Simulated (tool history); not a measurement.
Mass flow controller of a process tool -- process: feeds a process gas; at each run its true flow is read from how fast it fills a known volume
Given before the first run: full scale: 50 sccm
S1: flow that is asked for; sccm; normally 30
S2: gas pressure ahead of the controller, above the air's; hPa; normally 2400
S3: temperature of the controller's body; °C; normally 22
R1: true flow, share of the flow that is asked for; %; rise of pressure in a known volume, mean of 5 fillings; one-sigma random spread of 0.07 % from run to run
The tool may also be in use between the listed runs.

run 1 hour=0 | S1=30 S2=2400 S3=22 | R1=99.29
run 2 hour=199.2 | S1=30 S2=2400 S3=22 | R1=99.38
run 3 hour=323.2 | S1=30 S2=2400 S3=22 | R1=99.35
run 4 hour=485.4 | S1=30 S2=2400 S3=22 | R1=99.52
run 5 hour=708.2 | S1=30 S2=2400 S3=22 | R1=99.62
run 6 hour=909.9 | S1=30 S2=2400 S3=22 | R1=99.64
run 7 hour=1008.7 | S1=30 S2=2400 S3=22 | R1=99.94
run 8 hour=1211.1 | S1=30 S2=2400 S3=22 | R1=99.97
run 9 hour=1308.3 | S1=30 S2=2520 S3=22 | R1=99.98
run 10 hour=1415.3 | S1=30 S2=2520 S3=22 | R1=100.01
run 11 hour=1616.1 | S1=30 S2=2520 S3=22 | R1=100.21
run 12 hour=1757.1 | S1=30 S2=2690 S3=22 | R1=100.37
run 13 hour=1885.1 | S1=30 S2=2400 S3=22 | R1=100.25
run 14 hour=2107.2 | S1=30 S2=2400 S3=22 | R1=100.35
run 15 hour=2281.1 | S1=30 S2=2400 S3=22 | R1=100.47
run 16 hour=2424 | S1=30 S2=2400 S3=22 | R1=100.54
run 17 hour=2543.3 | S1=30 S2=2400 S3=22 | R1=100.73
run 18 hour=2656.8 | S1=30 S2=2400 S3=35 | R1=100.98
-- hour=2828.9 gauge calibrated
run 19 hour=2885.2 | S1=30 S2=2400 S3=35 | R1=99.74
run 20 hour=3081.2 | S1=30 S2=2400 S3=35 | R1=99.89
run 21 hour=3233.2 | S1=30 S2=2030 S3=35 | R1=99.55
run 22 hour=3388.5 | S1=30 S2=2030 S3=35 | R1=99.63
run 23 hour=3487 | S1=30 S2=2400 S3=22 | R1=99.61
run 24 hour=3703 | S1=30 S2=2400 S3=22 | R1=99.6
run 25 hour=3835.2 | S1=30 S2=2340 S3=24 | R1=99.75
run 26 hour=3960.5 | S1=30 S2=2340 S3=24 | R1=99.89
run 27 hour=4077.7 | S1=30 S2=2340 S3=24 | R1=99.85
run 28 hour=4281.1 | S1=30 S2=2340 S3=24 | R1=100.01
run 29 hour=4488.7 | S1=30 S2=2500 S3=24 | R1=100.24
run 30 hour=4654.6 | S1=30 S2=1420 S3=22 | R1=99.54
run 31 hour=4825.3 | S1=18 S2=1500 S3=24 | R1=99.22
run 32 hour=5030.3 | S1=6 S2=2520 S3=24 | R1=99.51
run 33 hour=5192.9 | S1=7 S2=1540 S3=35 | R1=99.17
run 34 hour=5359 | S1=7 S2=1540 S3=35 | R1=99.43
run 35 hour=5461.1 | S1=7 S2=1540 S3=35 | R1=99.5
run 36 hour=5654.9 | S1=7 S2=1540 S3=35 | R1=99.49
run 37 hour=5845.8 | S1=8 S2=2050 S3=33 | R1=99.86
run 38 hour=6055 | S1=6 S2=2010 S3=40 | R1=100.1
run 39 hour=6240.6 | S1=17 S2=2420 S3=25 | R1=100.51

Estimate the outcome of run 40 from the log above:
run 40 hour=6345.6 | S1=17 S2=2420 S3=25 | R1=?

For run 40 the tool returned R1 100.48 %.
Had the tool carried no hidden state, the very same run would have given R1 98.71 %.
